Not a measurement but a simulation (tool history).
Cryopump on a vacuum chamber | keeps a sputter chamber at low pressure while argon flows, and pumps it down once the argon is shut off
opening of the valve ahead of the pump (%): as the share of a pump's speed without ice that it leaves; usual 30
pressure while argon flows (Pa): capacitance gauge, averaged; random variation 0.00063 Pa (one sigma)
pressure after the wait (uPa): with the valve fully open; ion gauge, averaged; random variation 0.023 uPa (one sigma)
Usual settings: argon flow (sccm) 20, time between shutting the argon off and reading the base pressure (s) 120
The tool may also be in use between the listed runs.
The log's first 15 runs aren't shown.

run	hour	argon flow (sccm)	time between shutting the argon off and reading the base pressure (s)	opening of the valve ahead of the pump (%)	pressure while argon flows (Pa)	pressure after the wait (uPa)
16	298.6	20	120	30	0.0972	1.49
17	321.4	20	120	30	0.0979	1.50
18	343.1	22	120	30	0.1060	1.49
19	354.6	21	120	51	0.0612	1.47
20	373.9	21	120	51	0.0619	1.54
21	395.8	21	120	51	0.0616	1.57
22	415.8	21	22	22	0.1378	4.15
23	429.5	30	191	30	0.1470	1.42
24	450.6	30	191	30	0.1472	1.47
25	466.7	18	67	52	0.0530	2.12
26	493.5	20	134	30	0.0991	1.69
27	507.3	29	134	30	0.1436	1.63
28	519.4	29	134	30	0.1426	1.68
29	546.4	25	42	47	0.0819	2.89
30	563.8	20	120	41	0.0727	1.82
31	587.4	20	120	41	0.0734	1.89
32	599.1	8	273	50	0.0247	1.53
33	616.2	39	120	22	0.2616	1.88

3 ways to go on from here, each from the tool as it stands after run 33. What would each give?
A	635.6	36	102	46	?	?
B	635.6	20	115	30	?	?
C	635.6	24	120	30	?	?

run	pressure while argon flows (Pa)	pressure after the wait (uPa)
A	0.1209	2.01
B	0.0999	1.96
C	0.1204	1.88
Without the tool's hidden state the same runs would have given:
run	pressure while argon flows (Pa)	pressure after the wait (uPa)
A	0.1107	0.91
B	0.0942	0.86
C	0.1136	0.80
